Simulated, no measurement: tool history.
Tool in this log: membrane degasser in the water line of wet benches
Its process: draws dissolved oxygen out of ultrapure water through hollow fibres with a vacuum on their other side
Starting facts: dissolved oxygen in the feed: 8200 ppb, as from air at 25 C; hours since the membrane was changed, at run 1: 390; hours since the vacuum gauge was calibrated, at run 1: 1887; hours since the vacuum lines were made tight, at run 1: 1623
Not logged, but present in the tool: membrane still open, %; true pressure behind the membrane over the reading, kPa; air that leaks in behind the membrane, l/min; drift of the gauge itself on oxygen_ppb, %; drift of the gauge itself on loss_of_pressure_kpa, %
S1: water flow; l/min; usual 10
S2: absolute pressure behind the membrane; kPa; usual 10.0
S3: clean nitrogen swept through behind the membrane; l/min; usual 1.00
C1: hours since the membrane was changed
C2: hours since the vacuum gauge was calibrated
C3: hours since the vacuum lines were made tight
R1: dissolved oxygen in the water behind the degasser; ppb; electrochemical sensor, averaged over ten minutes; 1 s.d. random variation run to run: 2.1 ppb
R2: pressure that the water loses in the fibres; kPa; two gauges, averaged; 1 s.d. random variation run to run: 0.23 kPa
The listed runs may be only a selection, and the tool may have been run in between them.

run	hour	S1	S2	S3	C1	C2	C3	R1	R2
1	0.0	10	10.0	1.00	390	1887	1623	212.8	56.65
2	28.3	10	10.0	1.53	419	1915	1651	162.2	56.90
3	70.9	10	10.0	1.46	461	1958	1694	166.9	57.03
4	111.5	10	10.0	1.46	502	1998	1735	165.8	57.54
5	148.4	10	10.0	1.46	539	2035	1772	165.1	57.16
6	168.0	10	10.0	1.46	558	2055	1791	164.2	57.10
7	191.5	10	10.0	1.46	582	2078	1815	166.6	57.21
8	237.4	10	10.0	1.00	628	2124	1861	209.8	57.66
9	269.5	10	16.1	1.00	660	2156	1893	344.6	57.39
10	300.6	10	10.0	1.00	691	2188	1924	213.7	57.47
11	324.0	10	10.0	1.00	714	2211	1947	212.1	57.69
12	345.8	13	10.0	1.00	736	2233	1969	345.0	75.33
13	377.4	13	20.6	1.00	768	2264	2001	638.8	74.73
14	403.2	7	10.0	1.00	794	2290	2026	121.5	40.39
15	444.9	7	10.0	1.00	835	2332	2068	122.0	40.11
16	491.0	7	10.0	1.00	881	2378	2114	122.5	39.93
17	511.0	10	10.0	1.00	901	2398	2134	208.5	57.92
18	554.3	10	10.0	0.82	945	2441	2177	246.6	57.67
19	579.5	16	15.5	0.90	970	2466	2203	751.9	92.30
20	610.3	16	15.5	0.90	1001	2497	2233	756.8	92.44
21	655.5	8	10.6	1.00	1046	2542	2279	158.2	46.68
22	690.7	8	10.6	1.00	1081	2578	2314	154.9	46.44
23	709.7	14	13.8	0.41	1100	2597	2333	876.0	81.57
24	753.8	12	10.0	1.00	1144	2641	2377	302.1	69.73
25	777.3	11	23.8	0.56	1168	2664	2400	895.7	64.49
26	807.4	11	23.8	0.56	1198	2694	2431	899.5	64.27
# hour 817.2: gauge calibrated
27	830.1	7	6.5	1.08	1221	2717	2453	59.6	39.66
28	853.6	14	15.3	1.19	1244	2741	2477	503.6	79.78
29	891.1	7	10.0	1.00	1282	2778	2514	124.5	40.10
30	936.3	7	10.0	0.77	1327	2823	2559	152.6	39.91
31	960.5	7	10.0	0.77	1351	2847	2584	154.8	40.28
32	993.0	7	10.0	0.77	1383	2880	2616	152.5	40.08

How the hidden state differs across the entries between the runs, from the last listed run before each to the first after it:
Logged between run 26 and run 27: gauge calibrated (hour 817.2)
  drift of the gauge itself on loss_of_pressure_kpa, %: 2.59 -> 0.04
  the result without the hidden state subtracted from the measured one, R2: +1.64 -> +0.02 kPa

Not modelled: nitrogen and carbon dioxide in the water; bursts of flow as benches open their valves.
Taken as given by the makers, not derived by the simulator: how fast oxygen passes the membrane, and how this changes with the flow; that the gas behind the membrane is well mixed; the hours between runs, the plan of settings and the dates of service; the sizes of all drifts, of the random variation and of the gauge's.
